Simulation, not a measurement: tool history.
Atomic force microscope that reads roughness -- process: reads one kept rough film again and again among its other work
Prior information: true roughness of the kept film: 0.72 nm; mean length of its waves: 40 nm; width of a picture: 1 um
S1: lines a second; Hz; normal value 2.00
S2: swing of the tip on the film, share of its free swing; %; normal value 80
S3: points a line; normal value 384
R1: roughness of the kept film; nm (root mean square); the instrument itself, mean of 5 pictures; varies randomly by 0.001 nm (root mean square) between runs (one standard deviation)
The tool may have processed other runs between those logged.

| run | hour | S1 | S2 | S3 | R1 |
|---|---|---|---|---|---|
| 1 | 0.0 | 2.00 | 80 | 384 | 0.6006 |
| 2 | 4.5 | 2.65 | 80 | 384 | 0.5750 |
| 3 | 10.1 | 2.65 | 80 | 384 | 0.5732 |
| 4 | 14.9 | 2.65 | 80 | 384 | 0.5744 |
|  | 18.5 | new tip fitted |
| 5 | 23.5 | 2.00 | 80 | 565 | 0.6104 |
| 6 | 29.7 | 2.00 | 80 | 565 | 0.6079 |
| 7 | 37.7 | 2.00 | 61 | 384 | 0.6676 |
| 8 | 46.4 | 2.00 | 80 | 384 | 0.6073 |
| 9 | 50.6 | 2.00 | 82 | 384 | 0.5980 |
| 10 | 56.9 | 2.00 | 82 | 384 | 0.5981 |
| 11 | 63.6 | 2.00 | 80 | 384 | 0.6021 |
| 12 | 68.8 | 2.00 | 80 | 384 | 0.6037 |
| 13 | 77.1 | 2.00 | 80 | 384 | 0.6027 |
| 14 | 86.2 | 2.00 | 80 | 384 | 0.6015 |
| 15 | 94.9 | 2.00 | 80 | 384 | 0.6013 |
| 16 | 102.5 | 1.21 | 80 | 384 | 0.6344 |
|  | 104.2 | height scale calibrated on a step standard |
|  | 105.4 | new tip fitted |
| 17 | 108.5 | 0.72 | 80 | 384 | 0.6687 |
| 18 | 114.8 | 2.00 | 80 | 384 | 0.6077 |
| 19 | 122.8 | 0.64 | 65 | 384 | 0.6877 |
| 20 | 129.2 | 0.64 | 82 | 384 | 0.6663 |
| 21 | 137.2 | 0.64 | 82 | 384 | 0.6654 |
| 22 | 144.3 | 0.74 | 56 | 568 | 0.6922 |
| 23 | 149.7 | 0.95 | 68 | 858 | 0.6758 |
| 24 | 157.5 | 0.95 | 68 | 858 | 0.6752 |
|  | 163.5 | height scale calibrated on a step standard, once more |
| 25 | 164.4 | 0.95 | 68 | 383 | 0.6715 |
| 26 | 171.4 | 0.90 | 60 | 556 | 0.6820 |
| 27 | 178.4 | 0.90 | 65 | 556 | 0.6752 |
| 28 | 185.2 | 0.90 | 65 | 556 | 0.6739 |
| 29 | 190.1 | 2.96 | 65 | 325 | 0.6285 |
|  | 192.7 | new tip fitted |
| 30 | 195.5 | 3.43 | 55 | 922 | 0.6674 |
| 31 | 203.5 | 3.59 | 81 | 260 | 0.5413 |
| 32 | 212.0 | 0.70 | 80 | 525 | 0.6668 |
| 33 | 221.3 | 0.70 | 80 | 969 | 0.6651 |
| 34 | 230.5 | 1.30 | 74 | 378 | 0.6519 |
| 35 | 236.3 | 1.01 | 80 | 384 | 0.6486 |
| 36 | 244.3 | 1.01 | 80 | 384 | 0.6467 |

Forecast each of these 4 alternatives for the next run:
| A | 249.2 | 1.24 | 86 | 312 | ? |
| B | 249.2 | 2.08 | 77 | 384 | ? |
| C | 249.2 | 1.01 | 70 | 384 | ? |
| D | 249.2 | 0.51 | 56 | 473 | ? |

| run | R1 |
|---|---|
| A | 0.6146 |
| B | 0.6126 |
| C | 0.6667 |
| D | 0.6921 |
The same runs, with their run-to-run variation unchanged, on a tool lacking any hidden condition would have given:
| run | R1 |
|---|---|
| A | 0.6211 |
| B | 0.6191 |
| C | 0.6738 |
| D | 0.6994 |
